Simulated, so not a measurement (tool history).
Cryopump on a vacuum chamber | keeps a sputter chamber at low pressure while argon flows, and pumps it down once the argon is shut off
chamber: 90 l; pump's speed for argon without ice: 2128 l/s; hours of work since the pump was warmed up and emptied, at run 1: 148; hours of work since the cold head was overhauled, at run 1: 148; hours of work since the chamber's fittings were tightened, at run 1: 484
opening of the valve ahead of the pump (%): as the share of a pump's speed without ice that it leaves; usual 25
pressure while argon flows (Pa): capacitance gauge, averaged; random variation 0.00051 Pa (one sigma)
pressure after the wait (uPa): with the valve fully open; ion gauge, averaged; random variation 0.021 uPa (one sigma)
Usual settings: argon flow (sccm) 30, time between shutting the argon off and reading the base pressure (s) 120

run,hour,argon flow (sccm),time between shutting the argon off and reading the base pressure (s),opening of the valve ahead of the pump (%),hours of work since the pump was warmed up and emptied,hours of work since the cold head was overhauled,hours of work since the chamber's fittings were tightened,pressure while argon flows (Pa),pressure after the wait (uPa)
1,0.0,30,120,25,148,148,484,0.0958,1.02
2,13.3,30,120,25,157,157,493,0.0958,1.09
3,21.2,30,120,25,162,162,499,0.0964,1.08
4,31.9,30,120,25,170,170,506,0.0957,1.06
5,41.1,30,120,25,176,176,512,0.0961,1.12
6,56.5,30,120,25,187,187,523,0.0966,1.14
7,64.7,30,29,25,192,192,529,0.0973,1.96
8,78.9,30,120,53,202,202,538,0.0458,1.13
9,91.2,30,120,26,210,210,547,0.0923,1.12
10,98.9,30,21,54,216,216,552,0.0451,2.41
11,113.1,24,42,16,225,225,562,0.1205,1.63
12,122.3,24,42,16,232,232,568,0.1201,1.71
13,139.1,14,60,54,243,243,579,0.0211,1.43
14,152.4,31,33,25,252,252,589,0.0994,1.86
15,167.3,22,60,46,262,262,599,0.0385,1.50
16,178.6,23,60,36,270,270,606,0.0521,1.53
17,190.4,14,20,19,278,278,615,0.0593,2.57
18,207.2,30,120,25,290,290,626,0.0972,1.29

4 ways to go on from here, each from the tool as it stands after run 18. What would each give?
A,216.1,30,152,25,296,296,632,?,?
B,216.1,35,47,25,296,296,632,?,?
C,216.1,23,132,35,296,296,632,?,?
D,216.1,30,120,39,296,296,632,?,?

run,pressure while argon flows (Pa),pressure after the wait (uPa)
A,0.0966,1.24
B,0.1130,1.67
C,0.0530,1.23
D,0.0624,1.27
Without the tool's hidden state the same runs would have given:
run,pressure while argon flows (Pa),pressure after the wait (uPa)
A,0.0950,0.37
B,0.1112,0.81
C,0.0519,0.38
D,0.0608,0.42
